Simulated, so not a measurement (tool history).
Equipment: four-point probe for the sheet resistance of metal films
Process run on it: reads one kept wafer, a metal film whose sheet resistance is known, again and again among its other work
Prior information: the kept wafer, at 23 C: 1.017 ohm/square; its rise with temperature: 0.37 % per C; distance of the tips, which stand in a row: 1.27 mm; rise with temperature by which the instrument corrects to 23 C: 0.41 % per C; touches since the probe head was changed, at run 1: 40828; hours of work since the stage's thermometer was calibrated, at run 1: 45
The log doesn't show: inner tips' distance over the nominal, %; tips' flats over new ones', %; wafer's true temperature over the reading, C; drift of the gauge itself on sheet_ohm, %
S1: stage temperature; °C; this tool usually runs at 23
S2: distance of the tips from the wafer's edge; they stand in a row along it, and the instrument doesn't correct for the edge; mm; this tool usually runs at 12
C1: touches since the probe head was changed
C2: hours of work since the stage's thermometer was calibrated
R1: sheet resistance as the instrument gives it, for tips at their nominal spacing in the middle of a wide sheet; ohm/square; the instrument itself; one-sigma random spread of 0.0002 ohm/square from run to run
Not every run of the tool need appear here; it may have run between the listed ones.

run   hour  S1  S2      C1   C2        R1
  1    0.0  23  12   40828   45  1.021433
  2   68.7  23  12   45311   94  1.022656
  3  110.6  23  55   48045  125  1.016808
  4  171.8  23  55   52040  169  1.016869
  5  213.5  23  12   54756  199  1.022975
  6  287.0  20  12   59551  253  1.024372
  7  348.9  34  12   63595  298  1.018881
  8  388.0  34  12   66142  326  1.019245
  9  460.8  23  10   70895  379  1.026637
 10  520.2  22  65   74767  422  1.019081
 11  582.1  21  35   78806  467  1.020007
 12  630.5  24  12   81967  502  1.024560
 13  703.3  33  17   86714  555  1.018569
 14  758.1  25  12   90291  595  1.024431
 15  828.2  25  12   94863  646  1.025512
 16  888.3  23   4   98785  689  1.072639
 17  928.4  33  22  101399  718  1.018382
 18  967.0  33  22  103918  746  1.019004

3 ways to go on from here, each from the tool as it stands after run 18. What would each give?
  A  1005.7  33  12  106443  774   ?
  B  1005.7  35  12  106443  774   ?
  C  1005.7  21   8  106443  774   ?

run        R1
  A  1.023323
  B  1.022003
  C  1.035461
Had the tool no hidden state, the same runs would have come out as:
run        R1
  A  1.019412
  B  1.018091
  C  1.031541
